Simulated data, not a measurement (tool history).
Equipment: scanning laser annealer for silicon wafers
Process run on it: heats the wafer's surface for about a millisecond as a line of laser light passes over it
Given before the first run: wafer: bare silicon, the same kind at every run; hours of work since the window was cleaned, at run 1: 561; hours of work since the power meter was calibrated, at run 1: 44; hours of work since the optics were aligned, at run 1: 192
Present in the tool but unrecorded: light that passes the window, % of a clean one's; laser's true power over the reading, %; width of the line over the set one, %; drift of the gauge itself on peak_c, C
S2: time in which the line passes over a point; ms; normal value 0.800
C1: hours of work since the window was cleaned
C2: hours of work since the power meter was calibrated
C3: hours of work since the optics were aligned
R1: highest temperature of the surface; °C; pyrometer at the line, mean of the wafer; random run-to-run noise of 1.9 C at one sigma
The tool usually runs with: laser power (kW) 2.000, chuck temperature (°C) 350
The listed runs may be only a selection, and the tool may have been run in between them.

Run 1, hour 0.0: usual settings; C1 561; C2 44; C3 192. Result: R1 1106 °C.
Run 2, hour 8.4: usual settings; C1 565; C2 48; C3 196. Result: R1 1108 °C.
Run 3, hour 14.0: usual settings; C1 568; C2 51; C3 199. Result: R1 1108 °C.
Run 4, hour 18.0: usual settings but laser power (kW) 1.916; C1 570; C2 53; C3 201. Result: R1 1067 °C.
Run 5, hour 22.2: usual settings; C1 572; C2 55; C3 203. Result: R1 1105 °C.
Run 6, hour 29.8: usual settings; C1 576; C2 59; C3 206. Result: R1 1108 °C.
Run 7, hour 34.2: usual settings; C1 578; C2 61; C3 209. Result: R1 1110 °C.
Run 8, hour 42.5: usual settings; C1 582; C2 65; C3 213. Result: R1 1109 °C.
Run 9, hour 50.4: usual settings; C1 586; C2 69; C3 217. Result: R1 1107 °C.
Run 10, hour 57.4: usual settings; C1 589; C2 73; C3 220. Result: R1 1107 °C.
Run 11, hour 64.4: usual settings; C1 593; C2 76; C3 224. Result: R1 1104 °C.
Run 12, hour 70.7: usual settings; C1 596; C2 79; C3 227. Result: R1 1104 °C.
Run 13, hour 76.7: usual settings; C1 599; C2 82; C3 230. Result: R1 1108 °C.
At hour 83.9: window over the wafer cleaned.
Run 14, hour 86.1: usual settings; C1 1; C2 86; C3 233. Result: R1 1099 °C.
Run 15, hour 92.1: usual settings but S2 0.592 ms; C1 4; C2 89; C3 236. Result: R1 1000 °C.
Run 16, hour 97.5: usual settings but S2 0.592 ms; C1 7; C2 92; C3 239. Result: R1 999 °C.
Run 17, hour 106.3: usual settings but S2 0.879 ms; C1 11; C2 96; C3 243. Result: R1 1128 °C.
Run 18, hour 111.1: usual settings but S2 0.879 ms; C1 13; C2 98; C3 246. Result: R1 1133 °C.
Run 19, hour 119.9: usual settings but S2 0.879 ms; C1 18; C2 103; C3 250. Result: R1 1134 °C.
At hour 128.3: window over the wafer cleaned, once more.
Run 20, hour 130.6: usual settings but S2 0.879 ms; C1 1; C2 107; C3 254. Result: R1 1176 °C.
Run 21, hour 138.7: usual settings but laser power (kW) 1.946, S2 0.609 ms, chuck temperature (°C) 358; C1 5; C2 111; C3 258. Result: R1 1028 °C.
Run 22, hour 146.0: usual settings but laser power (kW) 1.946, S2 0.609 ms, chuck temperature (°C) 358; C1 9; C2 115; C3 262. Result: R1 1030 °C.
Run 23, hour 151.7: usual settings but laser power (kW) 1.959, S2 0.912 ms, chuck temperature (°C) 386; C1 12; C2 117; C3 265. Result: R1 1207 °C.
Run 24, hour 155.6: usual settings but laser power (kW) 1.809; C1 14; C2 119; C3 267. Result: R1 1048 °C.
Run 25, hour 163.5: usual settings but laser power (kW) 1.973, S2 0.840 ms; C1 17; C2 123; C3 271. Result: R1 1146 °C.
Run 26, hour 169.4: usual settings but laser power (kW) 2.057, S2 0.840 ms, chuck temperature (°C) 349; C1 20; C2 126; C3 273. Result: R1 1184 °C.
Run 27, hour 178.1: usual settings but laser power (kW) 2.057, S2 0.840 ms, chuck temperature (°C) 349; C1 25; C2 130; C3 278. Result: R1 1184 °C.
Run 28, hour 185.3: usual settings but laser power (kW) 2.015, S2 0.589 ms, chuck temperature (°C) 388; C1 28; C2 134; C3 281. Result: R1 1074 °C.
Run 29, hour 191.3: usual settings but laser power (kW) 2.015, S2 0.729 ms, chuck temperature (°C) 316; C1 31; C2 137; C3 284. Result: R1 1076 °C.
Run 30, hour 197.0: usual settings but S2 0.588 ms, chuck temperature (°C) 319; C1 34; C2 140; C3 287. Result: R1 998 °C.
Run 31, hour 205.5: usual settings but laser power (kW) 2.132, S2 0.680 ms, chuck temperature (°C) 341; C1 38; C2 144; C3 291. Result: R1 1128 °C.
Run 32, hour 209.5: usual settings but laser power (kW) 2.088, S2 0.781 ms, chuck temperature (°C) 365; C1 40; C2 146; C3 293. Result: R1 1184 °C.
Run 33, hour 216.1: usual settings but laser power (kW) 2.088, S2 0.781 ms, chuck temperature (°C) 365; C1 43; C2 149; C3 297. Result: R1 1184 °C.
Run 34, hour 225.0: usual settings but laser power (kW) 1.727, S2 0.781 ms, chuck temperature (°C) 381; C1 48; C2 154; C3 301. Result: R1 1026 °C.
Run 35, hour 232.6: usual settings but laser power (kW) 2.158, S2 0.859 ms, chuck temperature (°C) 362; C1 52; C2 157; C3 305. Result: R1 1255 °C.
Run 36, hour 241.5: usual settings but laser power (kW) 2.140; C1 56; C2 162; C3 309. Result: R1 1202 °C.
Run 37, hour 245.8: usual settings but laser power (kW) 1.778, S2 0.586 ms, chuck temperature (°C) 311; C1 58; C2 164; C3 311. Result: R1 900 °C.
Run 38, hour 250.1: usual settings but laser power (kW) 2.106, S2 0.633 ms, chuck temperature (°C) 344; C1 60; C2 166; C3 313. Result: R1 1090 °C.
Run 39, hour 254.5: usual settings but laser power (kW) 1.958, chuck temperature (°C) 371; C1 62; C2 168; C3 316. Result: R1 1137 °C.
Run 40, hour 261.5: usual settings but laser power (kW) 1.777, S2 0.570 ms; C1 66; C2 172; C3 319. Result: R1 928 °C.

For each run, the measured value with the value that run would have given without the tool's hidden condition subtracted. The run-to-run variation is shared by both, the gauge scatter possibly not:
run   R1
  1  -36
  2  -37
  3  -37
  4  -35
  5  -38
  6  -38
  7  -38
  8  -39
  9  -39
 10  -39
 11  -39
 12  -40
 13  -40
 14  -48
 15  -42
 16  -41
 17  -50
 18  -51
 19  -51
 20   -5
 21   -5
 22   -5
 23   -7
 24   -6
 25   -7
 26   -7
 27   -8
 28   -6
 29   -7
 30   -7
 31   -8
 32   -9
 33   -9
 34   -7
 35  -10
 36  -10
 37   -7
 38   -9
 39  -10
 40   -7
